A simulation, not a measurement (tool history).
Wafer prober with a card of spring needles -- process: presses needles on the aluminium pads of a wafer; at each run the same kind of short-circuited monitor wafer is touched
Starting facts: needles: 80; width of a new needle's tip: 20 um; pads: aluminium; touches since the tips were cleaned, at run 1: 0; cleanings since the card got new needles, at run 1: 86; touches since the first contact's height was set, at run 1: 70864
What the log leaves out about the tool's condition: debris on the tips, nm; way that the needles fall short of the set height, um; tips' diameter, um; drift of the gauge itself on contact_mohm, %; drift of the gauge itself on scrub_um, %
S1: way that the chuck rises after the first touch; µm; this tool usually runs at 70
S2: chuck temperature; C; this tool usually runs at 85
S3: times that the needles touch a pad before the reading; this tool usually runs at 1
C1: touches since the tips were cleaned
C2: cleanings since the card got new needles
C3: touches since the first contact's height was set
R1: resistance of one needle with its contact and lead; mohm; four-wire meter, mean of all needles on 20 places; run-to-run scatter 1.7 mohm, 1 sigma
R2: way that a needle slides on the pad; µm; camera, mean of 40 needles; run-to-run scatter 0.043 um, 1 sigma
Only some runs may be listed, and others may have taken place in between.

run	hour	S1	S2	S3	C1	C2	C3	R1	R2
1	0.0	70	85	1	0	86	70864	170	11.77
# hour 5.9: tips cleaned on abrasive film
# hour 12.4: tips cleaned on abrasive film
2	16.8	70	85	1	1489	88	76566	171	11.89
# hour 19.1: tips cleaned on abrasive film
# hour 24.8: tips cleaned on abrasive film
3	25.9	70	85	1	398	90	79652	173	11.81
# hour 30.4: tips cleaned on abrasive film
4	33.4	70	85	1	1046	91	82195	170	11.83
# hour 36.7: tips cleaned on abrasive film
# hour 42.8: tips cleaned on abrasive film
# hour 48.5: tips cleaned on abrasive film
5	48.5	70	85	1	0	94	87295	170	11.84
# hour 54.9: tips cleaned on abrasive film
# hour 61.1: tips cleaned on abrasive film
6	61.3	70	85	1	79	96	91642	170	11.86
# hour 66.7: tips cleaned on abrasive film
# hour 72.7: tips cleaned on abrasive film
7	75.5	70	29	1	960	98	96453	158	11.90
# hour 79.1: tips cleaned on abrasive film
# hour 84.9: tips cleaned on abrasive film
# hour 91.3: tips cleaned on abrasive film
8	92.5	70	29	1	412	101	102201	162	11.93
# hour 97.8: tips cleaned on abrasive film
9	99.9	70	29	1	724	102	104717	161	11.91
# hour 103.4: tips cleaned on abrasive film
# hour 109.7: tips cleaned on abrasive film
10	110.5	70	85	1	280	104	108308	170	11.88
# hour 115.4: tips cleaned on abrasive film
11	117.8	70	85	1	833	105	110785	171	11.92
# hour 121.9: tips cleaned on abrasive film
# hour 127.5: tips cleaned on abrasive film
12	128.0	70	85	1	161	107	114226	171	11.90
# hour 133.7: tips cleaned on abrasive film
13	138.6	70	104	1	1699	108	117858	173	11.97
# hour 139.7: tips cleaned on abrasive film
# hour 142.3: height of the first contact set anew
# hour 145.7: tips cleaned on abrasive film
# hour 151.7: tips cleaned on abrasive film
14	153.0	70	104	1	446	111	3621	176	12.00
# hour 157.5: tips cleaned on abrasive film
# hour 163.5: tips cleaned on abrasive film
# hour 169.2: tips cleaned on abrasive film
15	169.9	77	104	1	222	114	9332	170	13.20
# hour 174.8: tips cleaned on abrasive film
# hour 180.5: tips cleaned on abrasive film
# hour 186.8: tips cleaned on abrasive film
16	187.4	77	104	1	212	117	15282	174	13.18
# hour 193.1: tips cleaned on abrasive film
17	198.1	77	104	1	1702	118	18904	174	13.26
# hour 199.3: tips cleaned on abrasive film
# hour 205.3: tips cleaned on abrasive film
# hour 211.3: tips cleaned on abrasive film
18	214.2	77	104	1	1010	121	24368	173	13.20
# hour 217.8: tips cleaned on abrasive film
# hour 223.5: tips cleaned on abrasive film
19	223.5	73	85	2	0	123	27493	171	12.52
# hour 230.1: tips cleaned on abrasive film
20	234.1	73	85	2	1402	124	31131	174	12.58
# hour 235.6: tips cleaned on abrasive film
# hour 242.2: tips cleaned on abrasive film
21	245.8	70	39	2	1235	126	35065	163	12.06
# hour 247.9: tips cleaned on abrasive film
# hour 254.0: tips cleaned on abrasive film
# hour 260.1: tips cleaned on abrasive film
22	261.9	70	39	2	621	129	40531	162	12.10
# hour 266.2: gauge calibrated
# hour 266.3: tips cleaned on abrasive film
# hour 272.7: tips cleaned on abrasive film
# hour 278.5: tips cleaned on abrasive film
23	279.7	56	85	1	438	132	46562	171	9.51
# hour 284.2: tips cleaned on abrasive film
# hour 289.9: tips cleaned on abrasive film
24	295.0	84	46	3	1752	134	51741	160	14.25
# hour 296.4: tips cleaned on abrasive film
# hour 302.2: tips cleaned on abrasive film
# hour 307.9: tips cleaned on abrasive film
25	310.1	80	124	1	755	137	56847	177	13.49
# hour 314.4: tips cleaned on abrasive film
26	319.7	80	48	1	1809	138	60104	163	13.64
# hour 321.1: tips cleaned on abrasive film
# hour 327.3: tips cleaned on abrasive film
# hour 332.9: tips cleaned on abrasive film
27	337.6	74	29	1	1597	141	66171	160	12.54
# hour 338.9: tips cleaned on abrasive film
# hour 344.5: tips cleaned on abrasive film
# hour 350.0: tips cleaned on abrasive film
28	350.0	74	29	1	0	144	70353	158	12.64
# hour 355.7: tips cleaned on abrasive film
# hour 362.2: tips cleaned on abrasive film
29	364.3	82	25	1	742	146	75212	158	13.91

Below are 3 alternative next runs, each starting from the tool's condition after run 29. Predict each:
# hour 367.8: tips cleaned on abrasive film
# hour 373.7: tips cleaned on abrasive film
A	376.6	84	58	1	1006	148	79376	?	?
# hour 367.8: tips cleaned on abrasive film
# hour 373.7: tips cleaned on abrasive film
B	376.6	82	43	1	1006	148	79376	?	?
# hour 367.8: tips cleaned on abrasive film
# hour 373.7: tips cleaned on abrasive film
C	376.6	51	25	1	1006	148	79376	?	?

run	R1	R2
A	165	14.37
B	162	13.94
C	167	8.73
Take away the tool's hidden state, keep each run's random variation, and the runs would have read:
run	R1	R2
A	165	14.24
B	161	13.81
C	166	8.65
